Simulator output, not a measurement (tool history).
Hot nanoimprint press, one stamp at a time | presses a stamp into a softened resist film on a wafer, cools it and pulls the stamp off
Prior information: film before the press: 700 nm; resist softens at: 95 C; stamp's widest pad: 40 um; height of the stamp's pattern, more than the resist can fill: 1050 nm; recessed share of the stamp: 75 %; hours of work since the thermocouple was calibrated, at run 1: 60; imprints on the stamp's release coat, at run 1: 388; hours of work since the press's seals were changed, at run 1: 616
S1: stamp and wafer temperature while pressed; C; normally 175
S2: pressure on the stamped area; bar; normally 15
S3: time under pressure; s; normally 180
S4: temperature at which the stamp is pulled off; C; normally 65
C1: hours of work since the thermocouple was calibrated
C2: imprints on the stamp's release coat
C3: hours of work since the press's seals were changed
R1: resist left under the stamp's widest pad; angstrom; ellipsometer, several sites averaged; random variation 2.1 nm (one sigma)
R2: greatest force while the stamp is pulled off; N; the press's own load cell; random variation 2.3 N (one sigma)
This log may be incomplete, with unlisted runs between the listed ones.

run 1 day=0 | S1=175 S2=15 S3=180 S4=65 | C1=60 C2=388 C3=616 | R1=3552 R2=107
run 2 day=2.112 | S1=175 S2=15 S3=180 S4=65 | C1=91 C2=586 C3=647 | R1=3561 R2=117
run 3 day=3.804 | S1=175 S2=18.3 S3=180 S4=65 | C1=116 C2=744 C3=672 | R1=3282 R2=117
run 4 day=5.071 | S1=175 S2=16.7 S3=180 S4=65 | C1=134 C2=863 C3=690 | R1=3453 R2=120
run 5 day=6.275 | S1=175 S2=16.7 S3=180 S4=65 | C1=152 C2=976 C3=708 | R1=3421 R2=122
run 6 day=7.388 | S1=175 S2=15 S3=180 S4=65 | C1=168 C2=1080 C3=724 | R1=3606 R2=123
-- day=8.2 stamp cleaned and given a new release coat
run 7 day=9.871 | S1=175 S2=15 S3=180 S4=65 | C1=201 C2=156 C3=757 | R1=3665 R2=104
run 8 day=11.65 | S1=175 S2=9.2 S3=180 S4=65 | C1=227 C2=323 C3=783 | R1=4355 R2=107
run 9 day=12.888 | S1=175 S2=9.2 S3=180 S4=65 | C1=245 C2=439 C3=801 | R1=4365 R2=107
run 10 day=14.171 | S1=175 S2=9.2 S3=180 S4=65 | C1=263 C2=559 C3=819 | R1=4418 R2=111
run 11 day=16.171 | S1=175 S2=9.2 S3=180 S4=65 | C1=292 C2=746 C3=849 | R1=4433 R2=117
-- day=16.917 plate thermocouple calibrated
run 12 day=17.588 | S1=175 S2=15 S3=180 S4=65 | C1=10 C2=867 C3=867 | R1=3530 R2=118
run 13 day=19.538 | S1=175 S2=15 S3=300 S4=65 | C1=38 C2=1050 C3=896 | R1=2905 R2=119
-- day=20.796 stamp cleaned and given a new release coat
run 14 day=20.842 | S1=175 S2=15 S3=300 S4=65 | C1=54 C2=4 C3=911 | R1=2965 R2=102
run 15 day=22.662 | S1=175 S2=15 S3=300 S4=65 | C1=80 C2=174 C3=938 | R1=2964 R2=108
run 16 day=24.733 | S1=172 S2=15.5 S3=154 S4=65 | C1=110 C2=368 C3=968 | R1=4270 R2=108
run 17 day=26.912 | S1=176 S2=23.5 S3=232 S4=65 | C1=142 C2=573 C3=1000 | R1=2603 R2=115
run 18 day=27.917 | S1=176 S2=16.4 S3=163 S4=65 | C1=157 C2=667 C3=1014 | R1=3466 R2=115
run 19 day=30.242 | S1=180 S2=15 S3=180 S4=50 | C1=191 C2=885 C3=1048 | R1=2909 R2=152
run 20 day=32.454 | S1=164 S2=22.9 S3=159 S4=72 | C1=223 C2=1092 C3=1081 | R1=5119 R2=106
-- day=33.212 stamp cleaned and given a new release coat
run 21 day=34.621 | S1=164 S2=22.9 S3=159 S4=72 | C1=251 C2=132 C3=1109 | R1=5150 R2=95

Run 22 is up next; what results do you expect?
run 22 day=35.696 | S1=164 S2=22.9 S3=159 S4=72 | C1=267 C2=233 C3=1124 | R1=? R2=?

Logged for run 22: R1 5132 angstrom, R2 91 N.
If the tool had no hidden condition, the same run with the same run-to-run variation would have returned R1 4819 angstrom, R2 85 N.
